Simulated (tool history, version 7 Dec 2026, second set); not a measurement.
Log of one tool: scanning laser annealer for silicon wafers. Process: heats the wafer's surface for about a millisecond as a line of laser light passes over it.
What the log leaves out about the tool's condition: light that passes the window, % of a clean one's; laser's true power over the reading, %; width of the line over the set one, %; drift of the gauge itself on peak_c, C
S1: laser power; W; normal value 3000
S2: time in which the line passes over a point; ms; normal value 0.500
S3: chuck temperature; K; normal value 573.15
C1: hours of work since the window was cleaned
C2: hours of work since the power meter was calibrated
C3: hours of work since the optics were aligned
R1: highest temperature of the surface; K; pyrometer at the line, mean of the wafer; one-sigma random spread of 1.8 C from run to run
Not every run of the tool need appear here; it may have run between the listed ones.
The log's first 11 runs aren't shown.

run 12 hour=497.8 | S1=3000 S2=0.500 S3=573.15 | C1=97 C2=1802 C3=1018 | R1=1328.15
run 13 hour=558.3 | S1=3000 S2=0.500 S3=573.15 | C1=139 C2=1844 C3=1060 | R1=1327.15
run 14 hour=606.1 | S1=3000 S2=0.500 S3=573.15 | C1=172 C2=1877 C3=1093 | R1=1324.15
run 15 hour=633.9 | S1=3000 S2=0.500 S3=573.15 | C1=191 C2=1896 C3=1112 | R1=1326.15
run 16 hour=674.3 | S1=2901 S2=0.500 S3=573.15 | C1=219 C2=1924 C3=1140 | R1=1303.15
run 17 hour=728.5 | S1=3000 S2=0.380 S3=573.15 | C1=257 C2=1961 C3=1178 | R1=1222.15
-- hour=746.2 optics aligned, line set to its width
run 18 hour=796.2 | S1=3000 S2=0.380 S3=573.15 | C1=300 C2=2005 C3=35 | R1=1219.15
run 19 hour=832.5 | S1=3000 S2=0.380 S3=577.15 | C1=325 C2=2030 C3=60 | R1=1224.15
run 20 hour=882.6 | S1=3000 S2=0.461 S3=573.15 | C1=360 C2=2065 C3=94 | R1=1292.15
run 21 hour=927.5 | S1=3146 S2=0.413 S3=573.15 | C1=391 C2=2096 C3=125 | R1=1279.15
-- hour=939.2 window over the wafer cleaned
run 22 hour=958.8 | S1=3146 S2=0.413 S3=573.15 | C1=14 C2=2116 C3=146 | R1=1281.15
run 23 hour=1020.8 | S1=2560 S2=0.471 S3=606.15 | C1=56 C2=2159 C3=189 | R1=1227.15
run 24 hour=1083.7 | S1=2711 S2=0.434 S3=606.15 | C1=100 C2=2202 C3=232 | R1=1240.15
run 25 hour=1119.0 | S1=3246 S2=0.498 S3=558.15 | C1=124 C2=2227 C3=257 | R1=1366.15
run 26 hour=1152.8 | S1=3142 S2=0.564 S3=595.15 | C1=148 C2=2250 C3=280 | R1=1434.15
run 27 hour=1192.7 | S1=3142 S2=0.564 S3=595.15 | C1=175 C2=2278 C3=308 | R1=1438.15
run 28 hour=1242.0 | S1=2960 S2=0.601 S3=586.15 | C1=210 C2=2312 C3=342 | R1=1408.15
run 29 hour=1280.9 | S1=2851 S2=0.418 S3=602.15 | C1=236 C2=2339 C3=369 | R1=1246.15
run 30 hour=1332.2 | S1=2851 S2=0.418 S3=602.15 | C1=272 C2=2374 C3=404 | R1=1249.15

What does the tool deliver on the next run?
run 31 hour=1385.2 | S1=2851 S2=0.418 S3=602.15 | C1=309 C2=2411 C3=441 | R1=?

{"run 31": {"R1": 1250.15}}
If the tool had no hidden condition, the same run with the same run-to-run variation would have returned R1 1251.15 K.

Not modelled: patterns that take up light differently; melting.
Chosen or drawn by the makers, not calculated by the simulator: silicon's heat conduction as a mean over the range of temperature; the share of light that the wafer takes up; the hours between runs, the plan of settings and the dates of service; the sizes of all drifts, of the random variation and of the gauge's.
